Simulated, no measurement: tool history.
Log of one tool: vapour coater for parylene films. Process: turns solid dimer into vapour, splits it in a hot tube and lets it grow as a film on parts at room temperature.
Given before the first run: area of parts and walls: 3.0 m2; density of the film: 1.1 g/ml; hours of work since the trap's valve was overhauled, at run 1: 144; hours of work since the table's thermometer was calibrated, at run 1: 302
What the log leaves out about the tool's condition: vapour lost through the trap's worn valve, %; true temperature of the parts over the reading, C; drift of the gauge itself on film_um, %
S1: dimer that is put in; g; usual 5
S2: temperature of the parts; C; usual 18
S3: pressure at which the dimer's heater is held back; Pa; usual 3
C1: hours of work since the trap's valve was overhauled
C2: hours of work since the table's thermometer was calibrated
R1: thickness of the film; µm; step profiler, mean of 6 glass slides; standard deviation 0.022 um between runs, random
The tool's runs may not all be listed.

run 1 hour=0 | S1=5 S2=18 S3=3 | C1=144 C2=302 | R1=1.04
run 2 hour=44.1 | S1=5 S2=18 S3=3 | C1=170 C2=328 | R1=1.01
run 3 hour=108.8 | S1=5 S2=18 S3=3 | C1=208 C2=366 | R1=0.98
-- hour=151 trap's valve overhauled
run 4 hour=171.6 | S1=5 S2=18 S3=3 | C1=12 C2=400 | R1=1.09
run 5 hour=221.3 | S1=5 S2=18 S3=3 | C1=41 C2=429 | R1=1.15
run 6 hour=258.2 | S1=4 S2=18 S3=3 | C1=62 C2=451 | R1=0.88
run 7 hour=304.1 | S1=5 S2=18 S3=2.37 | C1=89 C2=477 | R1=1.08
run 8 hour=340.9 | S1=5 S2=18 S3=2.37 | C1=111 C2=499 | R1=1.09
run 9 hour=371 | S1=5 S2=18 S3=6.28 | C1=128 C2=516 | R1=0.86
run 10 hour=401.4 | S1=5 S2=18 S3=6.28 | C1=146 C2=534 | R1=0.87
run 11 hour=462.3 | S1=8 S2=15 S3=6.46 | C1=181 C2=569 | R1=1.51
run 12 hour=517.8 | S1=8 S2=15 S3=6.46 | C1=214 C2=602 | R1=1.42
-- hour=547.7 trap's valve overhauled
run 13 hour=563.6 | S1=8 S2=15 S3=6.46 | C1=9 C2=626 | R1=1.65
run 14 hour=595.9 | S1=8 S2=15 S3=6.46 | C1=28 C2=645 | R1=1.62
run 15 hour=646.3 | S1=2 S2=13 S3=3.95 | C1=57 C2=674 | R1=0.49
run 16 hour=711.2 | S1=3 S2=18 S3=2.4 | C1=95 C2=712 | R1=0.64
run 17 hour=743.1 | S1=4 S2=18 S3=2.4 | C1=114 C2=731 | R1=0.87
run 18 hour=792.4 | S1=3 S2=18 S3=6.76 | C1=143 C2=760 | R1=0.53
run 19 hour=830 | S1=3 S2=18 S3=7.08 | C1=165 C2=781 | R1=0.5
run 20 hour=863.4 | S1=4 S2=18 S3=7.08 | C1=184 C2=801 | R1=0.61

What if the next run were any one of these 3? Each begins from the tool's condition after run 20:
run A hour=924.4 | S1=4 S2=23 S3=11.31 | C1=220 C2=836 | R1=?
run B hour=924.4 | S1=3 S2=18 S3=5.49 | C1=220 C2=836 | R1=?
run C hour=924.4 | S1=4 S2=18 S3=3 | C1=220 C2=836 | R1=?

run=A R1=0.49
run=B R1=0.5
run=C R1=0.75
Had the tool no hidden state, the same runs would have come out as:
run=A R1=0.59
run=B R1=0.6
run=C R1=0.9

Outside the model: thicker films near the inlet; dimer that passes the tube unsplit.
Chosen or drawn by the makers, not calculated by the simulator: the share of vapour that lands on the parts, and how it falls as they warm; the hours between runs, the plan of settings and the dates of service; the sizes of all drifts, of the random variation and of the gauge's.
